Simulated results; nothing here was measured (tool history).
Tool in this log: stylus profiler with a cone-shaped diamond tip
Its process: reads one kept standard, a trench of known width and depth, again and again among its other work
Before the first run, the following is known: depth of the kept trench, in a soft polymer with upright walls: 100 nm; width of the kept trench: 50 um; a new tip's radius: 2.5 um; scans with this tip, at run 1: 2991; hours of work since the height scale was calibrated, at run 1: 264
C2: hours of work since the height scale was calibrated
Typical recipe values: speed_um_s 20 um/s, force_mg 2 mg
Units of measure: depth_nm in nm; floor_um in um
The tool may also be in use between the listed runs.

Run 1, hour 0: usual settings; scans with this tip 2991; C2 264. Result: depth_nm 101.03 nm, floor_um 48.3 um.
Run 2, hour 101.5: usual settings but force_mg 4.39 mg; scans with this tip 3510; C2 310. Result: depth_nm 102 nm, floor_um 48.3 um.
Run 3, hour 183.3: usual settings but force_mg 4.11 mg; scans with this tip 3928; C2 347. Result: depth_nm 101.79 nm, floor_um 48.31 um.
Run 4, hour 229.5: usual settings but force_mg 4.11 mg; scans with this tip 4165; C2 368. Result: depth_nm 101.83 nm, floor_um 48.28 um.
Run 5, hour 322.3: usual settings but force_mg 4.11 mg; scans with this tip 4639; C2 409. Result: depth_nm 101.9 nm, floor_um 48.27 um.
Run 6, hour 401.4: usual settings but force_mg 4.11 mg; scans with this tip 5044; C2 445. Result: depth_nm 101.77 nm, floor_um 48.29 um.
Run 7, hour 483.6: usual settings but force_mg 4.11 mg; scans with this tip 5464; C2 482. Result: depth_nm 101.71 nm, floor_um 48.19 um.
Run 8, hour 572.9: usual settings; scans with this tip 5921; C2 523. Result: depth_nm 101.01 nm, floor_um 48.14 um.
Run 9, hour 667: usual settings; scans with this tip 6402; C2 565. Result: depth_nm 101.02 nm, floor_um 48.1 um.
Run 10, hour 746.9: usual settings; scans with this tip 6811; C2 601. Result: depth_nm 100.92 nm, floor_um 48.11 um.
Run 11, hour 803.7: usual settings; scans with this tip 7102; C2 627. Result: depth_nm 101.03 nm, floor_um 48.15 um.
Run 12, hour 903.4: usual settings; scans with this tip 7612; C2 672. Result: depth_nm 100.92 nm, floor_um 48.11 um.
Run 13, hour 999.5: usual settings; scans with this tip 8103; C2 715. Result: depth_nm 100.97 nm, floor_um 48.06 um.
Run 14, hour 1052: usual settings but speed_um_s 42 um/s; scans with this tip 8372; C2 739. Result: depth_nm 100.97 nm, floor_um 47.95 um.
Run 15, hour 1095.2: usual settings but speed_um_s 42 um/s; scans with this tip 8592; C2 758. Result: depth_nm 100.86 nm, floor_um 47.95 um.
Run 16, hour 1160.7: usual settings; scans with this tip 8928; C2 788. Result: depth_nm 100.93 nm, floor_um 48.03 um.
Run 17, hour 1256.5: usual settings; scans with this tip 9417; C2 831. Result: depth_nm 100.83 nm, floor_um 47.97 um.
Run 18, hour 1325.7: usual settings; scans with this tip 9771; C2 862. Result: depth_nm 100.75 nm, floor_um 47.99 um.
Run 19, hour 1419.5: usual settings but speed_um_s 50 um/s; scans with this tip 10251; C2 905. Result: depth_nm 100.88 nm, floor_um 47.85 um.
Run 20, hour 1503.6: usual settings; scans with this tip 10681; C2 943. Result: depth_nm 100.86 nm, floor_um 47.95 um.
Run 21, hour 1596.6: usual settings; scans with this tip 11157; C2 985. Result: depth_nm 100.85 nm, floor_um 47.9 um.
Run 22, hour 1653.6: usual settings; scans with this tip 11448; C2 1010. Result: depth_nm 100.69 nm, floor_um 47.91 um.
Run 23, hour 1747.8: usual settings; scans with this tip 11931; C2 1053. Result: depth_nm 100.78 nm, floor_um 47.89 um.
Run 24, hour 1801.5: usual settings but speed_um_s 26 um/s, force_mg 4.46 mg; scans with this tip 12205; C2 1077. Result: depth_nm 101.57 nm, floor_um 47.83 um.
Run 25, hour 1854.6: usual settings but speed_um_s 26 um/s, force_mg 0.69 mg; scans with this tip 12477; C2 1101. Result: depth_nm 100.05 nm, floor_um 47.83 um.
Run 26, hour 1922.1: usual settings but speed_um_s 26 um/s, force_mg 0.69 mg; scans with this tip 12822; C2 1132. Result: depth_nm 100.14 nm, floor_um 47.76 um.
Run 27, hour 2010: usual settings but speed_um_s 73 um/s, force_mg 2.38 mg; scans with this tip 13272; C2 1171. Result: depth_nm 100.75 nm, floor_um 47.6 um.
Run 28, hour 2077.4: usual settings but speed_um_s 73 um/s, force_mg 2.38 mg; scans with this tip 13616; C2 1202. Result: depth_nm 100.94 nm, floor_um 47.57 um.
Run 29, hour 2177.3: usual settings but speed_um_s 73 um/s, force_mg 2.38 mg; scans with this tip 14127; C2 1247. Result: depth_nm 100.87 nm, floor_um 47.59 um.
Run 30, hour 2246.1: usual settings but speed_um_s 73 um/s, force_mg 2.38 mg; scans with this tip 14479; C2 1278. Result: depth_nm 100.89 nm, floor_um 47.61 um.
Run 31, hour 2324.8: usual settings but speed_um_s 73 um/s, force_mg 2.38 mg; scans with this tip 14882; C2 1313. Result: depth_nm 100.81 nm, floor_um 47.6 um.
Run 32, hour 2388.5: usual settings but force_mg 0.93 mg; scans with this tip 15208; C2 1342. Result: depth_nm 100.17 nm, floor_um 47.69 um.
At hour 2483.9: new tip fitted, height scale calibrated.
Run 33, hour 2490: usual settings but force_mg 1.35 mg; scans with this tip 31; C2 3. Result: depth_nm 100.97 nm, floor_um 48.48 um.
Run 34, hour 2576.2: usual settings but speed_um_s 11 um/s, force_mg 0.91 mg; scans with this tip 472; C2 42. Result: depth_nm 100.71 nm, floor_um 48.49 um.
Run 35, hour 2628.7: usual settings but speed_um_s 44 um/s, force_mg 2.63 mg; scans with this tip 741; C2 65. Result: depth_nm 101.35 nm, floor_um 48.45 um.
Run 36, hour 2679.5: usual settings but speed_um_s 74 um/s, force_mg 4.73 mg; scans with this tip 1001; C2 88. Result: depth_nm 102.24 nm, floor_um 48.35 um.
Run 37, hour 2774: usual settings but speed_um_s 74 um/s, force_mg 4.73 mg; scans with this tip 1484; C2 131. Result: depth_nm 102.16 nm, floor_um 48.34 um.
Run 38, hour 2876.9: usual settings but speed_um_s 7 um/s, force_mg 4.21 mg; scans with this tip 2010; C2 177. Result: depth_nm 101.95 nm, floor_um 48.45 um.
Run 39, hour 2947.8: usual settings but speed_um_s 67 um/s, force_mg 1.59 mg; scans with this tip 2373; C2 209. Result: depth_nm 101.06 nm, floor_um 48.19 um.
Run 40, hour 3028.5: usual settings but speed_um_s 34 um/s, force_mg 1.64 mg; scans with this tip 2786; C2 246. Result: depth_nm 100.99 nm, floor_um 48.26 um.
Run 41, hour 3080.6: usual settings but speed_um_s 6 um/s, force_mg 4.11 mg; scans with this tip 3052; C2 269. Result: depth_nm 101.88 nm, floor_um 48.43 um.
Run 42, hour 3175.1: usual settings but speed_um_s 6 um/s, force_mg 4.11 mg; scans with this tip 3536; C2 312. Result: depth_nm 101.94 nm, floor_um 48.38 um.
Run 43, hour 3274.8: usual settings but speed_um_s 6 um/s, force_mg 4.11 mg; scans with this tip 4046; C2 357. Result: depth_nm 101.86 nm, floor_um 48.38 um.
Run 44, hour 3356.6: usual settings but speed_um_s 47 um/s, force_mg 4.4 mg; scans with this tip 4464; C2 394. Result: depth_nm 101.87 nm, floor_um 48.2 um.
Run 45, hour 3441.2: usual settings but speed_um_s 42 um/s, force_mg 3.39 mg; scans with this tip 4897; C2 432. Result: depth_nm 101.52 nm, floor_um 48.15 um.
Run 46, hour 3511.6: usual settings but speed_um_s 42 um/s, force_mg 3.39 mg; scans with this tip 5257; C2 464. Result: depth_nm 101.73 nm, floor_um 48.16 um.

Below are 3 alternative next runs, each starting from the tool's condition after run 46. Predict each:
Run A, hour 3566.1: usual settings but speed_um_s 27 um/s, force_mg 2.22 mg; scans with this tip 5535; C2 488. Result: depth_nm ?, floor_um ?.
Run B, hour 3566.1: usual settings but speed_um_s 43 um/s; scans with this tip 5535; C2 488. Result: depth_nm ?, floor_um ?.
Run C, hour 3566.1: usual settings but speed_um_s 10 um/s, force_mg 1.35 mg; scans with this tip 5535; C2 488. Result: depth_nm ?, floor_um ?.

run  depth_nm  floor_um
  A    101.16     48.14
  B       101     48.07
  C    100.63     48.27
With the hidden condition removed and each run's random variation left untouched, the same runs would have given:
run  depth_nm  floor_um
  A    101.35     48.43
  B     101.2     48.36
  C    100.82     48.56
